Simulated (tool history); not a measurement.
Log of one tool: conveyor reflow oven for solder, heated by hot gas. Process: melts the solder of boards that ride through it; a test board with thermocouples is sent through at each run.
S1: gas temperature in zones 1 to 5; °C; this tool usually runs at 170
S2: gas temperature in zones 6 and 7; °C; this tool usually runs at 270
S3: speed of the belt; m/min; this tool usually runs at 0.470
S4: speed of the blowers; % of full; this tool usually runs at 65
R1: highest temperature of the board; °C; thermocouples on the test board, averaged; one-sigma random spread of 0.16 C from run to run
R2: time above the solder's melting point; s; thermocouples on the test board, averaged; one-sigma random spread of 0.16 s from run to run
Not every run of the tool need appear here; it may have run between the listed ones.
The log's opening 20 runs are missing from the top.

Run 21, hour 282.3: usual settings but S1 163 °C. Result: R1 254.7 °C, R2 56.1 s.
Run 22, hour 295.5: usual settings but S1 163 °C, S4 87 % of full. Result: R1 258.6 °C, R2 59.6 s.
Run 23, hour 306.8: usual settings but S2 262 °C, S3 0.509 m/min. Result: R1 246.0 °C, R2 47.3 s.
Run 24, hour 318.1: usual settings but S1 165 °C, S2 262 °C, S3 0.517 m/min. Result: R1 244.8 °C, R2 43.3 s.
At hour 333.1: flux residue cleaned out of gas plates and filters.
Run 25, hour 336.2: usual settings but S1 180 °C, S2 281 °C, S3 0.438 m/min. Result: R1 270.8 °C, R2 75.9 s.
Run 26, hour 355.6: usual settings but S1 184 °C, S2 276 °C, S3 0.407 m/min, S4 71 % of full. Result: R1 269.1 °C, R2 82.8 s.
Run 27, hour 369.0: usual settings but S1 184 °C, S2 276 °C, S3 0.407 m/min, S4 71 % of full. Result: R1 269.5 °C, R2 83.2 s.
Run 28, hour 385.2: usual settings but S1 184 °C, S2 276 °C, S3 0.407 m/min, S4 71 % of full. Result: R1 269.3 °C, R2 82.7 s.
Run 29, hour 397.0: usual settings but S1 182 °C, S2 269 °C, S3 0.407 m/min, S4 70 % of full. Result: R1 262.1 °C, R2 78.9 s.
Run 30, hour 413.6: usual settings but S1 184 °C, S2 269 °C, S3 0.515 m/min, S4 70 % of full. Result: R1 256.6 °C, R2 59.0 s.
Run 31, hour 423.3: usual settings but S1 166 °C, S4 52 % of full. Result: R1 253.2 °C, R2 55.6 s.

Below are 4 alternative next runs, each starting from the tool's condition after run 31. Predict each:
Run A, hour 435.0: usual settings but S1 177 °C, S3 0.555 m/min, S4 78 % of full. Result: R1 ?, R2 ?.
Run B, hour 435.0: usual settings but S1 185 °C, S2 267 °C. Result: R1 ?, R2 ?.
Run C, hour 435.0: usual settings but S2 262 °C, S3 0.517 m/min. Result: R1 ?, R2 ?.
Run D, hour 435.0: usual settings but S3 0.405 m/min, S4 58 % of full. Result: R1 ?, R2 ?.

run     R1    R2
  A  255.6  51.6
  B  256.6  65.7
  C  246.9  47.3
  D  260.1  72.7
Had the tool no hidden state, the same runs would have come out as:
run     R1    R2
  A  254.0  50.3
  B  254.9  64.2
  C  245.3  45.7
  D  258.3  70.9
